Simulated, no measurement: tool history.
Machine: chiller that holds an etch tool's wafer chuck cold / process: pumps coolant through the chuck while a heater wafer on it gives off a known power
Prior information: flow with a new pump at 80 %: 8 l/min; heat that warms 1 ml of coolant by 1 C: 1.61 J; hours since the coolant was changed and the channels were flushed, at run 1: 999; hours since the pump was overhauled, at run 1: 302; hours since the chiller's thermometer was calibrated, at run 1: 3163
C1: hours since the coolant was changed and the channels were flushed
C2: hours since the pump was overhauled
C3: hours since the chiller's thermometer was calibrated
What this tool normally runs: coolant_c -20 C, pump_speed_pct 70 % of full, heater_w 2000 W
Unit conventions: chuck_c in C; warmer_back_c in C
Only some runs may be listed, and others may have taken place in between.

{"run": 1, "hour": 0.0, "coolant_c": -20, "pump_speed_pct": 70, "heater_w": 2000, "C1": 999, "C2": 302, "C3": 3163, "chuck_c": -1.9, "warmer_back_c": 10.65}
{"run": 2, "hour": 19.3, "coolant_c": -25, "pump_speed_pct": 70, "heater_w": 2000, "C1": 1018, "C2": 321, "C3": 3182, "chuck_c": -7.0, "warmer_back_c": 10.64}
{"run": 3, "hour": 32.7, "coolant_c": -25, "pump_speed_pct": 70, "heater_w": 2000, "C1": 1031, "C2": 334, "C3": 3196, "chuck_c": -6.7, "warmer_back_c": 10.59}
{"run": 4, "hour": 47.5, "coolant_c": -25, "pump_speed_pct": 70, "heater_w": 2000, "C1": 1046, "C2": 349, "C3": 3211, "chuck_c": -6.9, "warmer_back_c": 10.65}
{"run": 5, "hour": 73.6, "coolant_c": -25, "pump_speed_pct": 70, "heater_w": 2000, "C1": 1072, "C2": 375, "C3": 3237, "chuck_c": -7.1, "warmer_back_c": 10.65}
{"run": 6, "hour": 101.9, "coolant_c": -20, "pump_speed_pct": 70, "heater_w": 2000, "C1": 1101, "C2": 403, "C3": 3265, "chuck_c": -2.0, "warmer_back_c": 10.68}
{"run": 7, "hour": 116.5, "coolant_c": -20, "pump_speed_pct": 70, "heater_w": 2000, "C1": 1115, "C2": 418, "C3": 3280, "chuck_c": -2.0, "warmer_back_c": 10.74}
{"run": 8, "hour": 131.7, "coolant_c": -20, "pump_speed_pct": 70, "heater_w": 2000, "C1": 1130, "C2": 433, "C3": 3295, "chuck_c": -1.9, "warmer_back_c": 10.77}
{"run": 9, "hour": 148.1, "coolant_c": -20, "pump_speed_pct": 70, "heater_w": 2000, "C1": 1147, "C2": 450, "C3": 3311, "chuck_c": -1.9, "warmer_back_c": 10.82}
{"run": 10, "hour": 168.6, "coolant_c": -20, "pump_speed_pct": 70, "heater_w": 2000, "C1": 1167, "C2": 470, "C3": 3332, "chuck_c": -1.8, "warmer_back_c": 10.78}
{"run": 11, "hour": 183.3, "coolant_c": -20, "pump_speed_pct": 76, "heater_w": 2000, "C1": 1182, "C2": 485, "C3": 3346, "chuck_c": -3.1, "warmer_back_c": 9.95}
{"run": 12, "hour": 213.8, "coolant_c": -20, "pump_speed_pct": 70, "heater_w": 2000, "C1": 1213, "C2": 515, "C3": 3377, "chuck_c": -1.9, "warmer_back_c": 10.73}
{"run": 13, "hour": 237.6, "coolant_c": -20, "pump_speed_pct": 70, "heater_w": 2000, "C1": 1236, "C2": 539, "C3": 3401, "chuck_c": -1.8, "warmer_back_c": 10.82}
{"run": 14, "hour": 255.1, "coolant_c": -20, "pump_speed_pct": 70, "heater_w": 2000, "C1": 1254, "C2": 557, "C3": 3418, "chuck_c": -2.1, "warmer_back_c": 10.82}
{"run": 15, "hour": 283.3, "coolant_c": -20, "pump_speed_pct": 70, "heater_w": 2000, "C1": 1282, "C2": 585, "C3": 3446, "chuck_c": -2.1, "warmer_back_c": 10.82}
{"run": 16, "hour": 305.1, "coolant_c": -20, "pump_speed_pct": 70, "heater_w": 2000, "C1": 1304, "C2": 607, "C3": 3468, "chuck_c": -1.9, "warmer_back_c": 10.82}
{"run": 17, "hour": 318.8, "coolant_c": -20, "pump_speed_pct": 70, "heater_w": 2000, "C1": 1318, "C2": 620, "C3": 3482, "chuck_c": -2.1, "warmer_back_c": 10.83}
{"run": 18, "hour": 338.9, "coolant_c": -22, "pump_speed_pct": 88, "heater_w": 2077, "C1": 1338, "C2": 640, "C3": 3502, "chuck_c": -6.5, "warmer_back_c": 9.14}
{"run": 19, "hour": 363.7, "coolant_c": -22, "pump_speed_pct": 88, "heater_w": 2077, "C1": 1362, "C2": 665, "C3": 3527, "chuck_c": -6.6, "warmer_back_c": 9.11}
{"run": 20, "hour": 377.7, "coolant_c": -18, "pump_speed_pct": 69, "heater_w": 2776, "C1": 1376, "C2": 679, "C3": 3541, "chuck_c": 7.3, "warmer_back_c": 15.27}
{"run": 21, "hour": 405.2, "coolant_c": -25, "pump_speed_pct": 70, "heater_w": 2000, "C1": 1404, "C2": 707, "C3": 3568, "chuck_c": -6.9, "warmer_back_c": 10.86}
{"run": 22, "hour": 419.7, "coolant_c": -20, "pump_speed_pct": 86, "heater_w": 2685, "C1": 1418, "C2": 721, "C3": 3583, "chuck_c": 0.6, "warmer_back_c": 12.01}
{"run": 23, "hour": 448.7, "coolant_c": -20, "pump_speed_pct": 70, "heater_w": 2016, "C1": 1447, "C2": 750, "C3": 3612, "chuck_c": -1.6, "warmer_back_c": 11.08}
{"run": 24, "hour": 461.6, "coolant_c": -18, "pump_speed_pct": 70, "heater_w": 2987, "C1": 1460, "C2": 763, "C3": 3625, "chuck_c": 8.9, "warmer_back_c": 16.16}
{"run": 25, "hour": 476.8, "coolant_c": -18, "pump_speed_pct": 70, "heater_w": 1084, "C1": 1476, "C2": 778, "C3": 3640, "chuck_c": -8.2, "warmer_back_c": 6.12}
{"run": 26, "hour": 494.1, "coolant_c": -21, "pump_speed_pct": 70, "heater_w": 2682, "C1": 1493, "C2": 796, "C3": 3657, "chuck_c": 3.3, "warmer_back_c": 14.61}
{"run": 27, "hour": 507.7, "coolant_c": -17, "pump_speed_pct": 88, "heater_w": 1282, "C1": 1506, "C2": 809, "C3": 3671, "chuck_c": -7.4, "warmer_back_c": 5.82}
{"hour": 519.7, "done": "gauge calibrated"}
{"run": 28, "hour": 526.1, "coolant_c": -12, "pump_speed_pct": 70, "heater_w": 2000, "C1": 1525, "C2": 828, "C3": 3689, "chuck_c": 6.2, "warmer_back_c": 10.61}
{"run": 29, "hour": 542.0, "coolant_c": -12, "pump_speed_pct": 88, "heater_w": 2000, "C1": 1541, "C2": 844, "C3": 3705, "chuck_c": 3.2, "warmer_back_c": 8.61}
{"run": 30, "hour": 558.8, "coolant_c": -16, "pump_speed_pct": 70, "heater_w": 2000, "C1": 1558, "C2": 860, "C3": 3722, "chuck_c": 2.1, "warmer_back_c": 10.73}
{"run": 31, "hour": 581.7, "coolant_c": -16, "pump_speed_pct": 70, "heater_w": 2000, "C1": 1580, "C2": 883, "C3": 3745, "chuck_c": 2.0, "warmer_back_c": 10.74}

For each entry between runs, how does the tool's hidden state at the last listed run before it compare with that at the first listed run after it?
In the gap between runs 27 and 28: gauge calibrated (hour 519.7)
  drift of the gauge itself on warmer_back_c, C: 0.38 -> 0
  difference, measured minus the result without the unlogged condition, warmer_back_c: +0.38 -> +0.00 C
